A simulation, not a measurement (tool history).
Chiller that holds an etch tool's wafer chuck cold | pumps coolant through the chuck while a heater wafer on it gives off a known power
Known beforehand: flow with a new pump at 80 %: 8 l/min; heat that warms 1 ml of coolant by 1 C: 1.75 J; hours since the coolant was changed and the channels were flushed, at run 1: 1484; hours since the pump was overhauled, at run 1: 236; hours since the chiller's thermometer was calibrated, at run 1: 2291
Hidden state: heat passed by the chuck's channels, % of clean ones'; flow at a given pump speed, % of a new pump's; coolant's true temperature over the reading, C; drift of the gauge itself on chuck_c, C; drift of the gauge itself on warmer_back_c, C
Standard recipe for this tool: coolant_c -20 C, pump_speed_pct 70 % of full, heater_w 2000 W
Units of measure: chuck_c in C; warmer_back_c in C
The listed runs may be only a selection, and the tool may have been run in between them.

run     day  coolant_c  pump_speed_pct  heater_w  hours since the coolant was changed and the channels were flushed  hours since the pump was overhauled  hours since the chiller's thermometer was calibrated  chuck_c  warmer_back_c
  1   0.000        -20              70      2000                                                               1484                                  236                                                  2291     10.6           9.97
  2   2.792        -20              70      2000                                                               1551                                  303                                                  2358     10.6          10.09
  3   4.771        -20              69      2000                                                               1599                                  351                                                  2405     11.2          10.20
  4   7.754        -20              70      2000                                                               1670                                  422                                                  2477     10.7          10.11
  5  10.467        -20              70      2000                                                               1735                                  488                                                  2542     10.7          10.09
  6  13.021        -20              70      1132                                                               1797                                  549                                                  2604     -2.6           5.72
  7  15.912        -20              70      2000                                                               1866                                  618                                                  2673     10.9          10.13
  8  18.175        -20              70      2000                                                               1920                                  673                                                  2727     10.8          10.11
  9  19.758        -14              80      2862                                                               1958                                  711                                                  2765     25.0          12.38
 10  22.475        -13              92      1084                                                               2024                                  776                                                  2830     -0.2           4.05
 11  25.908        -16              98      2235                                                               2106                                  858                                                  2913      9.3           7.67
 12  28.729        -16              98      2235                                                               2174                                  926                                                  2981      9.2           7.68
 13  30.946        -23              63      1396                                                               2227                                  979                                                  3034      0.9           7.99

Predict each of these 4 candidate next runs independently; none follows another, all start after run 13:
  A  33.692        -22              70      2000                                                               2293                                 1045                                                  3100        ?              ?
  B  33.692        -24              63      1396                                                               2293                                 1045                                                  3100        ?              ?
  C  33.692        -27              63      1396                                                               2293                                 1045                                                  3100        ?              ?
  D  33.692        -21              67      2000                                                               2293                                 1045                                                  3100        ?              ?

run  chuck_c  warmer_back_c
  A      9.0          10.07
  B     -0.1           8.03
  C     -2.9           8.01
  D     11.3          10.67
Take away the tool's hidden state, keep each run's random variation, and the runs would have read:
run  chuck_c  warmer_back_c
  A      8.1           9.92
  B     -0.7           7.91
  C     -3.5           7.89
  D     10.3          10.51

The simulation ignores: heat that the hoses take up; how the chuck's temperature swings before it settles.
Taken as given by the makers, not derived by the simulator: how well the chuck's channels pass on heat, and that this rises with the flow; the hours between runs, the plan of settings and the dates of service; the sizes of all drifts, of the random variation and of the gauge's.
